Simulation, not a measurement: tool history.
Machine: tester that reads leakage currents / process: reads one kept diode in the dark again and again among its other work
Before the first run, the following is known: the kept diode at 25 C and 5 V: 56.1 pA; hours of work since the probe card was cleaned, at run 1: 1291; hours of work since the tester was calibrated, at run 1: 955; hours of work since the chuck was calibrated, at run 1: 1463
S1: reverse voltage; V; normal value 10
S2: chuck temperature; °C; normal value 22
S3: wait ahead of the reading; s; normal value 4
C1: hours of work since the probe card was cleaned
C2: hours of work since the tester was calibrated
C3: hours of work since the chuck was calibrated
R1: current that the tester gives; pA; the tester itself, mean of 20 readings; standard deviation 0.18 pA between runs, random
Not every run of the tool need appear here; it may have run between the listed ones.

run	hour	S1	S2	S3	C1	C2	C3	R1
1	0	10	22	4	1291	955	1463	77.1
2	28.8	10	22	4	1314	978	1486	77.81
3	56.1	10	22	4	1335	1000	1508	77.75
4	80.5	10	58	4	1354	1019	1527	1045.95
5	103.8	10	58	4	1373	1037	1545	1050.6
6	138	10	58	4	1400	1064	1572	1048.08
7	154.9	10	22	4	1413	1077	1586	79.11
8	172.8	10	22	4	1427	1092	1600	79.4
9	212.2	10.3	22	4	1458	1123	1631	80.96
10	244.6	10.3	22	4	1484	1148	1656	81.49
11	264	10	22	8.08	1499	1163	1672	79.65
12	295.3	10	22	0.99	1524	1188	1696	82.26
# hour 331: chuck's temperature calibrated
13	331	10	22	0.99	1550	1215	0	73.76
14	361.4	10	22	0.99	1574	1239	24	74.18
15	400.9	9.6	22	0.99	1605	1270	55	72.85
16	423.2	9.6	21	0.99	1623	1287	73	68.23
17	458.2	3.4	20	4.99	1650	1315	100	36.68
18	486.1	19.2	22	3.3	1673	1337	122	105.94
19	521.1	3.4	42	4	1700	1365	150	197.63
20	547.4	14.5	22	4	1721	1385	171	91.22
21	568.3	11.5	59	4	1737	1402	187	1094.07
22	603.3	8.2	22	4	1765	1429	215	67.9
23	631.6	5.7	45	1.02	1787	1452	237	307.81
# hour 652.2: probe card cleaned and baked
24	662.4	14.6	44	1.02	8	1474	259	412.3
25	684.7	14.6	44	1.02	26	1491	276	417.14
26	715.2	13.9	39	1.08	50	1515	300	279.61
27	744.9	20	23	1.57	73	1539	324	92.6
28	778.7	10	49	4	100	1565	351	509.71

Hidden condition of the tool, last listed run before each entry between runs versus first listed run after:
After run 12, before run 13: chuck's temperature calibrated (hour 331)
  stray current of the dirty probe card, pA a volt: 1.249 -> 1.271; current scale over the true one, %: 0.19 -> 0.2; true chuck temperature over the reading, C: 1.8 -> 0.18
  what was measured, less what the result would be without the hidden state, R1: +22.09 -> +13.55 pA
After run 23, before run 24: probe card cleaned and baked (hour 652.2)
  stray current of the dirty probe card, pA a volt: 1.47 -> 0.029; true chuck temperature over the reading, C: 0.42 -> 0.44
  what was measured, less what the result would be without the hidden state, R1: +18.15 -> +14.44 pA

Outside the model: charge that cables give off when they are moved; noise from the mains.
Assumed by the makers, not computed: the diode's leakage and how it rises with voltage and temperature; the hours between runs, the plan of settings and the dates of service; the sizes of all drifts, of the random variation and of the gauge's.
